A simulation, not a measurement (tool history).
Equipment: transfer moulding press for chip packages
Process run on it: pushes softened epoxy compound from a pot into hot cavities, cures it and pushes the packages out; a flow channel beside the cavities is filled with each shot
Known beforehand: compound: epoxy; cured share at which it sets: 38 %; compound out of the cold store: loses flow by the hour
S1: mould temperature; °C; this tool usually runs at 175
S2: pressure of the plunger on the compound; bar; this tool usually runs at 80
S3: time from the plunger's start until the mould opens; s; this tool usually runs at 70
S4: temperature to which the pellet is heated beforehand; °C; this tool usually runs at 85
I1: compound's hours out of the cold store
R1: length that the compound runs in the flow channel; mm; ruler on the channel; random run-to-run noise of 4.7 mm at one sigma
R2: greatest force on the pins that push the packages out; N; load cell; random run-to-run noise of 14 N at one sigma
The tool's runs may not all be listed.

run,hour,S1,S2,S3,S4,I1,R1,R2
1,0,175,80,70,85,26.7,615,653
2,24.9,175,80,70,85,14,639,895
# hour 40.8: cavities cleaned with cleaning compound and waxed
3,45.6,175,80,70,85,44,571,685
4,79.9,175,95.4,70,85,40.7,630,923
# hour 83.7: cavities cleaned with cleaning compound and waxed
5,107.2,175,80,70,85,38.4,586,832
# hour 127.1: cavities cleaned with cleaning compound and waxed
6,147.1,175,80,51,85,13.2,632,1898
7,165.5,175,80,51,85,45.3,558,2001
# hour 170.9: cavities cleaned with cleaning compound and waxed
8,205,175,80,70,85,23.6,596,932
# hour 212.9: cavities cleaned with cleaning compound and waxed
9,241.8,175,80,70,85,33.9,575,865
# hour 254.8: cavities cleaned with cleaning compound and waxed
10,260.3,175,80,70,85,22.7,591,723
11,286.6,175,80,70,85,32.2,577,899
# hour 297: cavities cleaned with cleaning compound and waxed
12,310.4,175,80,70,85,36.3,556,765
13,327.4,175,80,70,85,44.7,548,834
# hour 339.2: cavities cleaned with cleaning compound and waxed
14,354.3,175,80,70,85,19.3,591,795
# hour 383.2: cavities cleaned with cleaning compound and waxed
15,397.4,175,71.6,70,83,32.7,518,743
# hour 427.5: plunger's sealing rings changed
# hour 429: cavities cleaned with cleaning compound and waxed
16,442.1,172,98.8,70,86,25.1,695,961
# hour 471.2: cavities cleaned with cleaning compound and waxed
17,471.2,172,98.8,91,86,22.1,687,456
18,505.5,178,71,70,85,24.8,568,715
# hour 515.8: cavities cleaned with cleaning compound and waxed
19,524.9,179,74.9,70,76,40.6,553,550
# hour 541.3: mould's thermocouples calibrated
20,557.5,174,71.2,82,92,8.1,604,746
# hour 562.5: cavities cleaned with cleaning compound and waxed
21,600.9,180,80,70,85,15.5,616,720
# hour 605.2: cavities cleaned with cleaning compound and waxed
22,636.4,175,81.7,70,85,14.8,628,1007
# hour 649.5: cavities cleaned with cleaning compound and waxed
23,657.8,175,81.7,70,85,39.3,580,739

Forecast run 24:
24,687.3,175,81.7,70,85,37.6,?,?

{"run 24": {"R1": 572, "R2": 944}}
Without the tool's hidden state the same run would have given R1 600 mm, R2 650 N.
